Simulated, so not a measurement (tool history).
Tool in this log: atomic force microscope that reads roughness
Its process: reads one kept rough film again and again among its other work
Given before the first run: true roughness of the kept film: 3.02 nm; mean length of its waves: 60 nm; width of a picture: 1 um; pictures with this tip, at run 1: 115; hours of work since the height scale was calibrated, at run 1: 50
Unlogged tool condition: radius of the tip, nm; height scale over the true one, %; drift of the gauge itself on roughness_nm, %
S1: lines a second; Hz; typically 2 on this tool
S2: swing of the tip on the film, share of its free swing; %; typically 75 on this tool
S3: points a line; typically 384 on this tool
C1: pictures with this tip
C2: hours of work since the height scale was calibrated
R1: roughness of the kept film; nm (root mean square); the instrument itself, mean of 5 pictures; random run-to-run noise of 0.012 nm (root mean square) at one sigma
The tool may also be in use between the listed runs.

run   hour    S1  S2    S3   C1   C2     R1
  1      0     2  75   384  115   50  2.536
  2   18.9     2  75   384  136   63   2.51
  3   32.2     2  75   384  150   72  2.508
  4   50.4     2  90   384  170   85  2.297
  5   73.3     2  90   384  195  100  2.276
  6   86.4     2  75   275  210  109  2.422
  7  103.6     2  75   275  228  121    2.4
     108.3  -- new tip fitted
  8  115.6     2  75   275    8  129  2.689
  9  136.8     2  75   275   31  143  2.656
 10  155.7  1.79  75   384   52  156  2.655
 11  175.6  1.79  75   384   74  170  2.606
 12  193.8  0.54  75   384   94  182  2.704
 13  215.3     2  84   384  117  196  2.456
 14  227.6  0.88  84   334  131  205  2.581
 15  246.1  1.69  77   702  151  218  2.506
 16  263.5  1.17  75   384  170  229  2.565
 17    282  1.17  75   384  190  242  2.519
 18  300.2  1.17  75   384  210  254  2.503
 19  313.1     2  75   419  224  263  2.407
     321.9  -- new tip fitted
 20  328.2  0.72  61   384    7  273  2.872
 21  350.2  2.55  73   692   31  288  2.654
 22  362.4  0.52  86   634   45  296  2.768
 23  379.9  0.52  86   634   64  308  2.736
 24  392.1  0.52  64  1017   77  317  2.793
 25  407.1  2.97  77   983   94  327  2.473
 26  418.8  0.94  56   553  106  335  2.738

Each row is a separate what-if for the run after 26, all from the same tool condition, not one after another. Results?
  A  428.3   2.2  75  553  117  341   ?
  B  428.3  2.26  77  492  117  341   ?
  C  428.3  0.94  72  920  117  341   ?
  D  428.3     2  66  384  117  341   ?
  E  428.3  1.78  65  924  117  341   ?

run     R1
  A  2.538
  B  2.505
  C  2.657
  D  2.639
  E  2.635
Without the tool's unlogged condition, the same runs would have read:
run     R1
  A  2.694
  B   2.66
  C  2.821
  D  2.802
  E  2.797

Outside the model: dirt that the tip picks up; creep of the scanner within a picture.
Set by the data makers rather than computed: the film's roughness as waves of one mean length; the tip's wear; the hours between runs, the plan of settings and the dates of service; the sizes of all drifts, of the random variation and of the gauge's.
